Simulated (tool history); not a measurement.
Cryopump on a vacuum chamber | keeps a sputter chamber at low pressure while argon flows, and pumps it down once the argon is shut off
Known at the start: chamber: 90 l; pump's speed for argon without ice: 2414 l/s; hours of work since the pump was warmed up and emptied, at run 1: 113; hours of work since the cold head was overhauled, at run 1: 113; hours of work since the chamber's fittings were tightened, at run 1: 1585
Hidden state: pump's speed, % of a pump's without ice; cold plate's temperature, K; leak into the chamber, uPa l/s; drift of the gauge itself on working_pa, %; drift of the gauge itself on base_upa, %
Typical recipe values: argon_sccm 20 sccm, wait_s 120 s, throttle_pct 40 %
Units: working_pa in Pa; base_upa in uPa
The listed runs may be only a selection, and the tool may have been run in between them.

run	hour	argon_sccm	wait_s	throttle_pct	hours of work since the pump was warmed up and emptied	hours of work since the cold head was overhauled	hours of work since the chamber's fittings were tightened	working_pa	base_upa
1	0.0	20	120	40	113	113	1585	0.0355	1.12
2	21.2	20	120	40	130	130	1602	0.0356	1.11
3	40.6	20	120	40	146	146	1618	0.0356	1.15
4	61.4	20	120	40	164	164	1636	0.0360	1.14
5	71.6	20	120	40	172	172	1644	0.0357	1.16
6	89.7	9	120	40	187	187	1659	0.0164	1.19
7	99.7	20	120	40	195	195	1667	0.0358	1.11
8	112.3	20	120	19	206	206	1678	0.0745	1.21
9	127.0	20	120	19	218	218	1690	0.0740	1.17
10	139.4	20	120	40	228	228	1700	0.0358	1.21
11	157.2	20	120	40	243	243	1715	0.0359	1.21
12	175.5	20	120	40	258	258	1730	0.0365	1.23
13	191.2	20	280	40	271	271	1743	0.0362	0.99
14	203.3	20	280	40	281	281	1753	0.0361	0.99
15	222.7	20	280	40	297	297	1769	0.0364	1.04
16	241.1	20	120	40	312	312	1784	0.0362	1.28
17	257.4	20	120	40	326	326	1798	0.0365	1.26
18	272.1	19	24	40	338	338	1810	0.0347	2.85
19	281.5	9	24	21	346	346	1818	0.0311	2.95
20	290.7	16	99	40	353	353	1825	0.0291	1.40
21	308.2	16	99	40	368	368	1840	0.0291	1.42
22	320.4	11	149	17	378	378	1850	0.0466	1.19
23	330.8	11	149	17	387	387	1859	0.0460	1.22
24	343.9	9	40	29	397	397	1869	0.0226	2.13
25	362.9	13	83	37	413	413	1885	0.0261	1.50
26	377.3	13	83	37	425	425	1897	0.0258	1.48
27	394.7	27	169	41	439	439	1911	0.0490	1.18
28	407.7	16	60	58	450	450	1922	0.0210	1.74
29	418.4	23	72	58	459	459	1931	0.0297	1.66
30	428.6	23	72	58	468	468	1939	0.0297	1.65
31	445.5	23	72	58	482	482	1953	0.0298	1.66
32	456.6	23	72	58	491	491	1963	0.0300	1.65
33	471.2	19	27	48	503	503	1975	0.0294	2.84
34	481.2	38	26	43	511	511	1983	0.0662	2.89

Below, each run's measurement less what the same run would have read without the hidden state. Both values contain the same run-to-run variation, but the gauge's scatter may not be the same in both:
run	working_pa	base_upa
1	+0.0005	+0.60
2	+0.0006	+0.61
3	+0.0006	+0.61
4	+0.0007	+0.62
5	+0.0008	+0.63
6	+0.0004	+0.64
7	+0.0009	+0.64
8	+0.0009	+0.66
9	+0.0009	+0.65
10	+0.0009	+0.68
11	+0.0011	+0.67
12	+0.0010	+0.70
13	+0.0011	+0.70
14	+0.0011	+0.69
15	+0.0012	+0.71
16	+0.0013	+0.74
17	+0.0014	+0.73
18	+0.0013	+0.73
19	+0.0006	+0.75
20	+0.0012	+0.76
21	+0.0013	+0.77
22	+0.0009	+0.77
23	+0.0009	+0.77
24	+0.0008	+0.78
25	+0.0011	+0.79
26	+0.0012	+0.78
27	+0.0025	+0.79
28	+0.0015	+0.82
29	+0.0022	+0.81
30	+0.0023	+0.83
31	+0.0024	+0.84
32	+0.0025	+0.84
33	+0.0020	+0.86
34	+0.0041	+0.86

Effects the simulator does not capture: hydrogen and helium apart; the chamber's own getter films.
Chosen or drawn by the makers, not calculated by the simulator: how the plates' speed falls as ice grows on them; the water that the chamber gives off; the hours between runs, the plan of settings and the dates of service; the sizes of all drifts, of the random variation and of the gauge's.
